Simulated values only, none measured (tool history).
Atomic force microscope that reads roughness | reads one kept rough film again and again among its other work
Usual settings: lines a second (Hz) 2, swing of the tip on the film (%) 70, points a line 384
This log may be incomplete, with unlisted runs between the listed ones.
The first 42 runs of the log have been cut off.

run,hour,lines a second (Hz),swing of the tip on the film (%),points a line,pictures with this tip,hours of work since the height scale was calibrated,roughness of the kept film (nm (root mean square))
# hour 719.8: new tip fitted
43,731.1,3.52,68,352,14,632,1.426
44,752,2,70,384,41,647,1.502
45,776.6,2,70,384,72,665,1.496
46,797.3,1.13,58,499,98,680,1.614
47,815,1.13,76,851,120,693,1.529
48,828.6,2.94,62,352,137,703,1.502
49,851,2.94,62,428,165,720,1.508
50,866.1,1.96,66,390,184,731,1.522
51,878.5,0.62,78,384,200,740,1.567
52,889.6,0.62,78,384,214,748,1.566
53,900.1,2,60,384,227,756,1.552

Alternative continuations, all from the tool just after run 53; predict every row:
A,913.3,2.28,60,384,244,765,?
B,913.3,0.77,60,384,244,765,?
C,913.3,0.63,70,384,244,765,?
D,913.3,2,60,653,244,765,?

run,roughness of the kept film (nm (root mean square))
A,1.545
B,1.609
C,1.593
D,1.558
With no hidden state in the tool, these same runs would have given:
run,roughness of the kept film (nm (root mean square))
A,1.546
B,1.61
C,1.594
D,1.558
